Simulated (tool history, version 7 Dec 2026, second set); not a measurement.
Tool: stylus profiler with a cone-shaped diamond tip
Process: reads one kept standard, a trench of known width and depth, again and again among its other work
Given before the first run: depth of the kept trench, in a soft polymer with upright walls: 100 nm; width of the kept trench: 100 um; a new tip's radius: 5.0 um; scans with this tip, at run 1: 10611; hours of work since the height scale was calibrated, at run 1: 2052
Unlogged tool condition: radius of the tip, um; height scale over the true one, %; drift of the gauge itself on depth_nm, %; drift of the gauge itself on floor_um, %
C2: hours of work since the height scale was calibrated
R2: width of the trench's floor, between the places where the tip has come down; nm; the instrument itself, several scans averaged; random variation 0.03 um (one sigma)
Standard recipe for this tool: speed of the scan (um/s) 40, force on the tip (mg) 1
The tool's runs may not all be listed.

Run 1, hour 0: usual settings; scans with this tip 10611; C2 2052. Result: depth of the trench (nm) 101.28, R2 97260 nm.
Run 2, hour 116.9: usual settings; scans with this tip 10980; C2 2124. Result: depth of the trench (nm) 101.32, R2 97260 nm.
Run 3, hour 227.6: usual settings; scans with this tip 11329; C2 2191. Result: depth of the trench (nm) 101.3, R2 97280 nm.
Run 4, hour 294.4: usual settings; scans with this tip 11540; C2 2232. Result: depth of the trench (nm) 101.3, R2 97220 nm.
At hour 398.5: height scale calibrated on a step standard.
Run 5, hour 416.8: usual settings; scans with this tip 11924; C2 11. Result: depth of the trench (nm) 101.47, R2 97190 nm.
Run 6, hour 474.4: usual settings; scans with this tip 12106; C2 46. Result: depth of the trench (nm) 101.52, R2 97210 nm.
Run 7, hour 533.7: usual settings but force on the tip (mg) 1.21; scans with this tip 12293; C2 82. Result: depth of the trench (nm) 101.62, R2 97190 nm.
Run 8, hour 628.4: usual settings but force on the tip (mg) 1.32; scans with this tip 12592; C2 140. Result: depth of the trench (nm) 101.71, R2 97240 nm.
At hour 670.7: height scale calibrated on a step standard, once more.
Run 9, hour 722.3: usual settings but force on the tip (mg) 0.34; scans with this tip 12886; C2 32. Result: depth of the trench (nm) 100.46, R2 97030 nm.
Run 10, hour 814.3: usual settings but force on the tip (mg) 1.34; scans with this tip 13177; C2 88. Result: depth of the trench (nm) 101.17, R2 97220 nm.
Run 11, hour 943.9: usual settings but force on the tip (mg) 0.38; scans with this tip 13586; C2 167. Result: depth of the trench (nm) 100.53, R2 97080 nm.
Run 12, hour 997.8: usual settings but force on the tip (mg) 0.38; scans with this tip 13755; C2 200. Result: depth of the trench (nm) 100.51, R2 97030 nm.
Run 13, hour 1064.1: usual settings but speed of the scan (um/s) 48; scans with this tip 13964; C2 240. Result: depth of the trench (nm) 100.96, R2 97090 nm.
At hour 1089.7: new tip fitted, height scale calibrated.
Run 14, hour 1142.5: usual settings but speed of the scan (um/s) 48; scans with this tip 166; C2 32. Result: depth of the trench (nm) 100.97, R2 97790 nm.
Run 15, hour 1226.9: usual settings but speed of the scan (um/s) 48; scans with this tip 433; C2 84. Result: depth of the trench (nm) 100.96, R2 97770 nm.
Run 16, hour 1311.6: usual settings but speed of the scan (um/s) 87; scans with this tip 700; C2 135. Result: depth of the trench (nm) 100.97, R2 97600 nm.
Run 17, hour 1433.7: usual settings but speed of the scan (um/s) 87; scans with this tip 1085; C2 210. Result: depth of the trench (nm) 100.97, R2 97500 nm.
Run 18, hour 1500.1: usual settings but force on the tip (mg) 0.98; scans with this tip 1295; C2 250. Result: depth of the trench (nm) 100.93, R2 97680 nm.
Run 19, hour 1562.5: usual settings but force on the tip (mg) 0.98; scans with this tip 1491; C2 288. Result: depth of the trench (nm) 100.98, R2 97770 nm.
Run 20, hour 1652: usual settings but force on the tip (mg) 0.98; scans with this tip 1774; C2 343. Result: depth of the trench (nm) 100.98, R2 97750 nm.
Run 21, hour 1728.3: usual settings but speed of the scan (um/s) 57, force on the tip (mg) 2.2; scans with this tip 2014; C2 390. Result: depth of the trench (nm) 101.64, R2 97750 nm.
Run 22, hour 1857: usual settings but speed of the scan (um/s) 57, force on the tip (mg) 2.2; scans with this tip 2420; C2 468. Result: depth of the trench (nm) 101.71, R2 97710 nm.
Run 23, hour 1980.8: usual settings but speed of the scan (um/s) 12, force on the tip (mg) 2.2; scans with this tip 2811; C2 544. Result: depth of the trench (nm) 101.67, R2 97780 nm.
Run 24, hour 2042.2: usual settings but speed of the scan (um/s) 117, force on the tip (mg) 0.53; scans with this tip 3004; C2 581. Result: depth of the trench (nm) 100.66, R2 97050 nm.
Run 25, hour 2099.2: usual settings but speed of the scan (um/s) 37, force on the tip (mg) 0.53; scans with this tip 3184; C2 616. Result: depth of the trench (nm) 100.74, R2 97630 nm.
Run 26, hour 2213.4: usual settings but speed of the scan (um/s) 37, force on the tip (mg) 2.85; scans with this tip 3544; C2 685. Result: depth of the trench (nm) 102, R2 97680 nm.
Run 27, hour 2304.4: usual settings but speed of the scan (um/s) 54, force on the tip (mg) 1.1; scans with this tip 3831; C2 741. Result: depth of the trench (nm) 101.14, R2 97540 nm.
Run 28, hour 2396: usual settings but speed of the scan (um/s) 16, force on the tip (mg) 1.93; scans with this tip 4120; C2 797. Result: depth of the trench (nm) 101.57, R2 97690 nm.
Run 29, hour 2477.5: usual settings but speed of the scan (um/s) 33, force on the tip (mg) 1.11; scans with this tip 4377; C2 847. Result: depth of the trench (nm) 101.15, R2 97590 nm.
Run 30, hour 2591.6: usual settings but speed of the scan (um/s) 63, force on the tip (mg) 1.73; scans with this tip 4738; C2 916. Result: depth of the trench (nm) 101.52, R2 97480 nm.
Run 31, hour 2718.7: usual settings but speed of the scan (um/s) 63, force on the tip (mg) 1.73; scans with this tip 5138; C2 994. Result: depth of the trench (nm) 101.48, R2 97490 nm.
Run 32, hour 2821.4: usual settings but speed of the scan (um/s) 38; scans with this tip 5462; C2 1056. Result: depth of the trench (nm) 101.07, R2 97520 nm.
Run 33, hour 2901.4: usual settings but speed of the scan (um/s) 38; scans with this tip 5714; C2 1105. Result: depth of the trench (nm) 101.14, R2 97460 nm.
Run 34, hour 2983: usual settings but speed of the scan (um/s) 138, force on the tip (mg) 1.4; scans with this tip 5972; C2 1155. Result: depth of the trench (nm) 101.35, R2 97120 nm.
Run 35, hour 3098.9: usual settings but speed of the scan (um/s) 53, force on the tip (mg) 1.28; scans with this tip 6338; C2 1226. Result: depth of the trench (nm) 101.28, R2 97420 nm.
Run 36, hour 3158.5: usual settings but speed of the scan (um/s) 70, force on the tip (mg) 0.86; scans with this tip 6525; C2 1262. Result: depth of the trench (nm) 101.04, R2 97280 nm.
Run 37, hour 3256.5: usual settings but speed of the scan (um/s) 70, force on the tip (mg) 0.86; scans with this tip 6835; C2 1322. Result: depth of the trench (nm) 101.06, R2 97300 nm.
Run 38, hour 3342.4: usual settings but speed of the scan (um/s) 41, force on the tip (mg) 0.64; scans with this tip 7106; C2 1374. Result: depth of the trench (nm) 100.95, R2 97400 nm.
Run 39, hour 3398.1: usual settings but speed of the scan (um/s) 12; scans with this tip 7281; C2 1408. Result: depth of the trench (nm) 101.12, R2 97490 nm.

Hidden state or all else? Some run-to-run changes of depth of the trench (nm), split into what the settings, what came in and random variation would give without the hidden state, and what is left for the hidden state (with any gauge scatter that isn't in both results):
Run 4 -> 5: height scale calibrated on a step standard. depth of the trench (nm) +0.17: hidden state +0.2, all else -0.03.
Run 8 -> 9: force on the tip (mg) 1.32 -> 0.34, height scale calibrated on a step standard, once more. depth of the trench (nm) -1.25: hidden state -0.59, all else -0.66.
Run 13 -> 14: new tip fitted, height scale calibrated. depth of the trench (nm) +0.01: hidden state -0.03, all else +0.04.
Run 23 -> 24: speed of the scan (um/s) 12 -> 117, force on the tip (mg) 2.2 -> 0.53. depth of the trench (nm) -1.01: hidden state +0.01, all else -1.02.
Run 25 -> 26: force on the tip (mg) 0.53 -> 2.85. depth of the trench (nm) +1.26: hidden state +0, all else +1.26.
